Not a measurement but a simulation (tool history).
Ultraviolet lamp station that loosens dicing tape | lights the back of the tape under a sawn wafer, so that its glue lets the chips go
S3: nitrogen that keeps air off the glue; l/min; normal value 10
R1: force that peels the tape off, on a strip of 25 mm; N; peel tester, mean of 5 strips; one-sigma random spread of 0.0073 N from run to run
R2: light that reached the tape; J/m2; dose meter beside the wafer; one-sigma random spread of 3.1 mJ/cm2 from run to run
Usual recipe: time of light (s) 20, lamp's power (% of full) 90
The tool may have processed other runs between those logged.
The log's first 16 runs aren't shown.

{"hour": 643.2, "done": "window cleaned of glue's vapour, once more"}
{"run": 17, "hour": 653.9, "time of light (s)": 20, "lamp's power (% of full)": 90, "S3": 11, "R1": 0.331, "R2": 4080}
{"run": 18, "hour": 702.9, "time of light (s)": 20, "lamp's power (% of full)": 90, "S3": 11, "R1": 0.332, "R2": 4030}
{"run": 19, "hour": 735.3, "time of light (s)": 13, "lamp's power (% of full)": 90, "S3": 10, "R1": 0.715, "R2": 2580}
{"run": 20, "hour": 767.0, "time of light (s)": 13, "lamp's power (% of full)": 90, "S3": 10, "R1": 0.726, "R2": 2620}
{"run": 21, "hour": 808.7, "time of light (s)": 20, "lamp's power (% of full)": 90, "S3": 3, "R1": 0.835, "R2": 3940}
{"run": 22, "hour": 861.2, "time of light (s)": 21, "lamp's power (% of full)": 60, "S3": 10, "R1": 0.683, "R2": 2720}
{"run": 23, "hour": 895.7, "time of light (s)": 18, "lamp's power (% of full)": 86, "S3": 5, "R1": 0.808, "R2": 3340}
{"run": 24, "hour": 942.4, "time of light (s)": 18, "lamp's power (% of full)": 86, "S3": 5, "R1": 0.815, "R2": 3250}
{"run": 25, "hour": 988.5, "time of light (s)": 20, "lamp's power (% of full)": 80, "S3": 10, "R1": 0.462, "R2": 3330}
{"run": 26, "hour": 1013.6, "time of light (s)": 21, "lamp's power (% of full)": 65, "S3": 10, "R1": 0.613, "R2": 2820}
{"run": 27, "hour": 1047.3, "time of light (s)": 21, "lamp's power (% of full)": 65, "S3": 10, "R1": 0.624, "R2": 2780}
{"run": 28, "hour": 1099.0, "time of light (s)": 37, "lamp's power (% of full)": 71, "S3": 10, "R1": 0.253, "R2": 5350}
{"run": 29, "hour": 1140.9, "time of light (s)": 35, "lamp's power (% of full)": 67, "S3": 13, "R1": 0.245, "R2": 4670}
{"run": 30, "hour": 1193.1, "time of light (s)": 39, "lamp's power (% of full)": 77, "S3": 4, "R1": 0.346, "R2": 5970}
{"run": 31, "hour": 1249.9, "time of light (s)": 36, "lamp's power (% of full)": 65, "S3": 5, "R1": 0.442, "R2": 4620}
{"run": 32, "hour": 1290.9, "time of light (s)": 20, "lamp's power (% of full)": 90, "S3": 5, "R1": 0.714, "R2": 3450}
{"run": 33, "hour": 1335.1, "time of light (s)": 28, "lamp's power (% of full)": 65, "S3": 10, "R1": 0.454, "R2": 3490}
{"run": 34, "hour": 1383.2, "time of light (s)": 28, "lamp's power (% of full)": 65, "S3": 10, "R1": 0.468, "R2": 3450}
{"run": 35, "hour": 1428.9, "time of light (s)": 20, "lamp's power (% of full)": 93, "S3": 4, "R1": 0.852, "R2": 3520}
{"run": 36, "hour": 1457.2, "time of light (s)": 34, "lamp's power (% of full)": 84, "S3": 16, "R1": 0.214, "R2": 5330}
{"run": 37, "hour": 1498.9, "time of light (s)": 29, "lamp's power (% of full)": 90, "S3": 10, "R1": 0.282, "R2": 4720}
{"run": 38, "hour": 1554.9, "time of light (s)": 24, "lamp's power (% of full)": 90, "S3": 4, "R1": 0.697, "R2": 3860}
{"run": 39, "hour": 1582.4, "time of light (s)": 32, "lamp's power (% of full)": 74, "S3": 5, "R1": 0.52, "R2": 4240}

Here are 3 independent what-if runs from the current tool condition. What would each one return?
{"run": "A", "hour": 1636.9, "time of light (s)": 35, "lamp's power (% of full)": 86, "S3": 11, "R1": "?", "R2": "?"}
{"run": "B", "hour": 1636.9, "time of light (s)": 32, "lamp's power (% of full)": 93, "S3": 3, "R1": "?", "R2": "?"}
{"run": "C", "hour": 1636.9, "time of light (s)": 32, "lamp's power (% of full)": 83, "S3": 5, "R1": "?", "R2": "?"}

run=A R1=0.222 R2=5320
run=B R1=0.536 R2=5260
run=C R1=0.425 R2=4670
With the hidden condition removed and each run's random variation left untouched, the same runs would have given:
run=A R1=0.183 R2=8070
run=B R1=0.279 R2=7980
run=C R1=0.234 R2=7070
